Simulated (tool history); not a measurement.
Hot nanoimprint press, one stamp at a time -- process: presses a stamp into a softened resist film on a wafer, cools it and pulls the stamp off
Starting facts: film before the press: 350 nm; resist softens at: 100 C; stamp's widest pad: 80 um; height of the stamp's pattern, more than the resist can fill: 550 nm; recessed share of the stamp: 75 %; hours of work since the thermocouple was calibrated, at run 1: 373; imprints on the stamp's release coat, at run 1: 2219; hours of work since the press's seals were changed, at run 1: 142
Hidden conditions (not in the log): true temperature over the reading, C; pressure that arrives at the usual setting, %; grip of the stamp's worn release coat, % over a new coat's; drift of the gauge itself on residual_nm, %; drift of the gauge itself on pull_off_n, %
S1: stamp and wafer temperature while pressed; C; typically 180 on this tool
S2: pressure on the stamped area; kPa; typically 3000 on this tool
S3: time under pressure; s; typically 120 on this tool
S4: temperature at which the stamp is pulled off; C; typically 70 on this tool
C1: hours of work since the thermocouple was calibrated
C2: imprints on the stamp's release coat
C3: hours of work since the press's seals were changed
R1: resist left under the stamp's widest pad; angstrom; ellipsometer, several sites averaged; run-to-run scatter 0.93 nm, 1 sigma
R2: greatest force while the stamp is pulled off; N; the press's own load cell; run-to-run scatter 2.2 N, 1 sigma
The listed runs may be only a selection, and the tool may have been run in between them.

run 1 hour=0.0 | S1=180 S2=3000 S3=120 S4=70 | C1=373 C2=2219 C3=142 | R1=1875 R2=178
-- hour=8.5 stamp cleaned and given a new release coat
run 2 hour=19.6 | S1=180 S2=3000 S3=120 S4=70 | C1=382 C2=57 C3=151 | R1=1879 R2=98
run 3 hour=34.8 | S1=180 S2=3000 S3=120 S4=70 | C1=392 C2=136 C3=161 | R1=1876 R2=105
run 4 hour=47.9 | S1=180 S2=3000 S3=120 S4=70 | C1=401 C2=203 C3=169 | R1=1868 R2=105
run 5 hour=58.6 | S1=180 S2=3000 S3=120 S4=70 | C1=408 C2=258 C3=176 | R1=1866 R2=110
run 6 hour=74.4 | S1=180 S2=3000 S3=120 S4=70 | C1=418 C2=339 C3=187 | R1=1870 R2=108
run 7 hour=85.7 | S1=180 S2=3000 S3=120 S4=70 | C1=426 C2=397 C3=194 | R1=1889 R2=109
run 8 hour=97.6 | S1=180 S2=3000 S3=120 S4=70 | C1=434 C2=458 C3=202 | R1=1894 R2=113
run 9 hour=110.1 | S1=180 S2=3000 S3=152 S4=70 | C1=442 C2=523 C3=210 | R1=1711 R2=115
run 10 hour=121.1 | S1=180 S2=3000 S3=152 S4=70 | C1=449 C2=579 C3=218 | R1=1727 R2=118
run 11 hour=137.3 | S1=180 S2=3000 S3=152 S4=70 | C1=460 C2=662 C3=228 | R1=1742 R2=122
run 12 hour=149.0 | S1=180 S2=3000 S3=152 S4=70 | C1=468 C2=723 C3=236 | R1=1741 R2=124
run 13 hour=157.8 | S1=180 S2=3000 S3=152 S4=70 | C1=473 C2=768 C3=242 | R1=1737 R2=126
run 14 hour=168.5 | S1=180 S2=3000 S3=152 S4=70 | C1=480 C2=823 C3=249 | R1=1727 R2=126
-- hour=181.1 plate thermocouple calibrated
run 15 hour=185.0 | S1=188 S2=3000 S3=120 S4=70 | C1=3 C2=892 C3=258 | R1=1267 R2=126
run 16 hour=199.8 | S1=188 S2=3000 S3=120 S4=70 | C1=12 C2=968 C3=268 | R1=1269 R2=128
run 17 hour=209.3 | S1=190 S2=3000 S3=120 S4=71 | C1=19 C2=1017 C3=274 | R1=1160 R2=130
run 18 hour=219.7 | S1=180 S2=4080 S3=120 S4=57 | C1=25 C2=1071 C3=281 | R1=1609 R2=178
run 19 hour=231.8 | S1=180 S2=4080 S3=120 S4=57 | C1=33 C2=1133 C3=289 | R1=1609 R2=180
run 20 hour=244.9 | S1=180 S2=3000 S3=231 S4=72 | C1=42 C2=1200 C3=297 | R1=1426 R2=132
run 21 hour=259.3 | S1=180 S2=1870 S3=179 S4=72 | C1=52 C2=1274 C3=307 | R1=1895 R2=131
run 22 hour=269.6 | S1=190 S2=3000 S3=111 S4=70 | C1=58 C2=1327 C3=314 | R1=1231 R2=141
run 23 hour=281.2 | S1=190 S2=3000 S3=111 S4=70 | C1=66 C2=1387 C3=321 | R1=1218 R2=145
run 24 hour=290.3 | S1=190 S2=3000 S3=111 S4=70 | C1=72 C2=1433 C3=327 | R1=1227 R2=141
run 25 hour=300.1 | S1=190 S2=3000 S3=111 S4=70 | C1=78 C2=1484 C3=334 | R1=1224 R2=148
run 26 hour=307.9 | S1=190 S2=3000 S3=111 S4=70 | C1=84 C2=1524 C3=339 | R1=1215 R2=145
run 27 hour=320.6 | S1=190 S2=3000 S3=111 S4=70 | C1=92 C2=1589 C3=347 | R1=1215 R2=147
run 28 hour=332.3 | S1=180 S2=1910 S3=180 S4=64 | C1=100 C2=1649 C3=355 | R1=1880 R2=179
run 29 hour=343.1 | S1=180 S2=2430 S3=180 S4=65 | C1=107 C2=1705 C3=362 | R1=1724 R2=175
run 30 hour=354.8 | S1=191 S2=2450 S3=120 S4=70 | C1=114 C2=1765 C3=370 | R1=1245 R2=159
run 31 hour=362.8 | S1=169 S2=1940 S3=129 S4=62 | C1=120 C2=1806 C3=375 | R1=2917 R2=192

Hidden state or all else? Some run-to-run changes of R1, split into what the settings, what came in and random variation would give without the hidden state, and what is left for the hidden state (with any gauge scatter that isn't in both results):
Run 14 -> 15: S1 180 -> 188, S3 152 -> 120, plate thermocouple calibrated. R1 -460 angstrom: hidden state -84, all else -376.
Run 17 -> 18: S1 190 -> 180, S2 3000 -> 4080, S4 71 -> 57. R1 +449 angstrom: hidden state +9, all else +440.
Run 21 -> 22: S1 180 -> 190, S2 1870 -> 3000, S3 179 -> 111, S4 72 -> 70. R1 -664 angstrom: hidden state +0, all else -664.
Run 27 -> 28: S1 190 -> 180, S2 3000 -> 1910, S3 111 -> 180, S4 70 -> 64. R1 +665 angstrom: hidden state +5, all else +660.
Run 29 -> 30: S1 180 -> 191, S2 2430 -> 2450, S3 180 -> 120, S4 65 -> 70. R1 -479 angstrom: hidden state -7, all else -472.
Run 30 -> 31: S1 191 -> 169, S2 2450 -> 1940, S3 120 -> 129, S4 70 -> 62. R1 +1672 angstrom: hidden state +1, all else +1671.

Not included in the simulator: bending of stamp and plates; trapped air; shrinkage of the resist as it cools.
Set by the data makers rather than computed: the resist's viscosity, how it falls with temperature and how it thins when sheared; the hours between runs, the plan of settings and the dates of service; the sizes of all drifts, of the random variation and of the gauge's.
